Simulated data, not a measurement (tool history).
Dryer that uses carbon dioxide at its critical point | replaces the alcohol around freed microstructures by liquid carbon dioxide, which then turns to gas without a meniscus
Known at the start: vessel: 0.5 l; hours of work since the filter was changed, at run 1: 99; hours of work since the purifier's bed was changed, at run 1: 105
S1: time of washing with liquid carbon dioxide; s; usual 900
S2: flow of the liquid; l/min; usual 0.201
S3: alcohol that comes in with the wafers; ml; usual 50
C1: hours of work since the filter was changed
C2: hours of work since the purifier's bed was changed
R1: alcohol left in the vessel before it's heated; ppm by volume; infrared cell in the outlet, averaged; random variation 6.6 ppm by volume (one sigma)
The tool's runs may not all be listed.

run 1 hour=0 | S1=900 S2=0.201 S3=50 | C1=99 C2=105 | R1=350
run 2 hour=10 | S1=900 S2=0.201 S3=50 | C1=102 C2=108 | R1=350
run 3 hour=17.5 | S1=1020 S2=0.201 S3=50 | C1=104 C2=111 | R1=183
run 4 hour=27.5 | S1=900 S2=0.201 S3=49 | C1=108 C2=114 | R1=350
run 5 hour=33.3 | S1=900 S2=0.339 S3=49 | C1=109 C2=116 | R1=41
run 6 hour=39.1 | S1=900 S2=0.199 S3=50 | C1=111 C2=118 | R1=379
run 7 hour=47.5 | S1=1320 S2=0.191 S3=50 | C1=114 C2=120 | R1=65
run 8 hour=52.5 | S1=900 S2=0.318 S3=45 | C1=116 C2=122 | R1=41
run 9 hour=59.4 | S1=900 S2=0.264 S3=35 | C1=118 C2=124 | R1=60
run 10 hour=65.8 | S1=780 S2=0.146 S3=108 | C1=120 C2=126 | R1=5951

The same runs without the tool's hidden state, with the same run-to-run variation:
The hidden state here: flow that reaches the vessel past the clogged filter, %; alcohol in the recycled carbon dioxide, ppm; drift of the gauge itself on alcohol_ppm, %.
run=1 R1=285
run=2 R1=283
run=3 R1=133
run=4 R1=281
run=5 R1=10
run=6 R1=304
run=7 R1=29
run=8 R1=9
run=9 R1=24
run=10 R1=5390
